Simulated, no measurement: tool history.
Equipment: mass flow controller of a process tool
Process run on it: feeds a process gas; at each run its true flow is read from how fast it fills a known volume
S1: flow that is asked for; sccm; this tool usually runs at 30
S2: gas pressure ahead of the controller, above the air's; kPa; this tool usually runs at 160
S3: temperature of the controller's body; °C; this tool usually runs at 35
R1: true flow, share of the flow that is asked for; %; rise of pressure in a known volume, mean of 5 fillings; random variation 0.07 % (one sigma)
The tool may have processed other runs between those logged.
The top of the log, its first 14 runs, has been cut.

| run | hour | S1 | S2 | S3 | R1 |
|---|---|---|---|---|---|
| 15 | 2753.8 | 30 | 160 | 35 | 96.35 |
| 16 | 2883.7 | 30 | 160 | 35 | 96.22 |
| 17 | 3029.1 | 30 | 160 | 35 | 96.13 |
| 18 | 3251.6 | 30 | 160 | 35 | 96.10 |
| 19 | 3430.3 | 30 | 160 | 35 | 95.84 |
| 20 | 3619.2 | 23 | 160 | 35 | 95.65 |
| 21 | 3744.1 | 25 | 160 | 35 | 95.57 |
| 22 | 3897.9 | 25 | 207 | 30 | 95.53 |
| 23 | 4103.0 | 25 | 207 | 30 | 95.43 |
| 24 | 4239.0 | 30 | 215 | 31 | 95.21 |
|  | 4384.7 | gauge calibrated |
| 25 | 4384.7 | 98 | 146 | 21 | 100.88 |
| 26 | 4598.0 | 43 | 160 | 30 | 98.59 |
| 27 | 4867.6 | 43 | 160 | 30 | 98.52 |
| 28 | 5147.8 | 43 | 160 | 30 | 98.30 |

Run 29 comes next. What will it give?
| 29 | 5292.0 | 43 | 160 | 30 | ? |

Run 29 yielded R1 98.26 %.
Had the tool carried no hidden state, the very same run would have given R1 98.86 %.
